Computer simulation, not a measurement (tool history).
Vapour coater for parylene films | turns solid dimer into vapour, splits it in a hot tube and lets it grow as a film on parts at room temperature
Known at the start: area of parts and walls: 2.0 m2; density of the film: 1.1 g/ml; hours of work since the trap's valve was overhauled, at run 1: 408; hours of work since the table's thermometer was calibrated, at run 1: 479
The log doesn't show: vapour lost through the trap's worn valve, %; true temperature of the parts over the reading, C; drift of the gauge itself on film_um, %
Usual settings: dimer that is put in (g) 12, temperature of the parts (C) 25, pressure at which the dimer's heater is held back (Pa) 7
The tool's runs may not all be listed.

run	day	dimer that is put in (g)	temperature of the parts (C)	pressure at which the dimer's heater is held back (Pa)	hours of work since the trap's valve was overhauled	hours of work since the table's thermometer was calibrated	thickness of the film (µm)
1	0	12	25	7	408	479	2.75
2	1.042	12	25	6.29	420	490	2.74
3	1.854	12	25	6.29	429	500	2.74
4	3.308	12	25	7	446	516	2.69
5	4.304	12	25	7	457	528	2.76
6	5.783	12	25	7	474	545	2.69
7	6.746	12	25	7	485	556	2.71
8	7.971	12	32	7	499	570	2.29
9	8.812	13	25	7	509	579	2.98
10	9.962	13	25	7	522	593	2.99
# day 11.733: trap's valve overhauled
11	11.762	12	25	7	0	611	2.73
12	13.362	12	29	7	19	630	2.5
13	14.925	12	29	7	37	647	2.46
14	15.967	12	29	7	49	659	2.5
15	17.85	12	25	8.5	70	681	2.65
16	19.429	12	25	8.5	88	699	2.7
17	20.883	12	25	7	105	716	2.71
18	22.767	12	25	7	126	737	2.72
19	23.925	12	25	7	140	751	2.74
20	24.875	12	25	7	150	761	2.74
21	25.846	12	25	7	162	773	2.73
22	27.712	12	25	7	183	794	2.68
23	28.904	12	25	3.42	197	808	2.89
24	29.708	7	34	4.19	206	817	1.35
25	30.775	22	33	4.19	218	829	4.35
26	32.521	22	33	4.19	238	849	4.34
27	34.092	6	34	4.08	256	867	1.13
28	35.671	13	22	5.78	274	885	3.27
29	36.908	11	32	7.25	288	899	2.12
30	38.429	12	27	7	306	917	2.58
31	40.242	16	35	7	326	937	2.84
32	41.312	16	35	7	339	950	2.85
33	42.292	7	25	4.23	350	961	1.71
34	44.075	5	22	5.51	370	981	1.22
35	45.112	9	36	5.51	382	993	1.63
36	46.775	9	36	5.51	401	1012	1.59
37	47.688	20	25	7	412	1023	4.5
38	48.858	15	25	7	425	1036	3.4
39	49.938	15	25	7	437	1048	3.41
40	51.683	6	19	7	457	1068	1.56
41	53.596	18	20	4.1	479	1090	4.86
42	54.533	12	18	3.92	490	1101	3.36
43	56.238	12	35	3.92	510	1120	2.27
44	58.008	12	25	3.26	530	1141	2.9
# day 59.171: trap's valve overhauled
45	59.912	12	18	3.26	9	1161	3.46
46	61.75	14	26	9.27	30	1182	3.04

How the hidden state differs across the entries between the runs, from the last listed run before each to the first after it:
Between runs 10 and 11: trap's valve overhauled (day 11.733)
  vapour lost through the trap's worn valve, %: 0.4 -> 0
Between runs 44 and 45: trap's valve overhauled (day 59.171)
  vapour lost through the trap's worn valve, %: 0.4 -> 0; true temperature of the parts over the reading, C: -0.01 -> -0.02
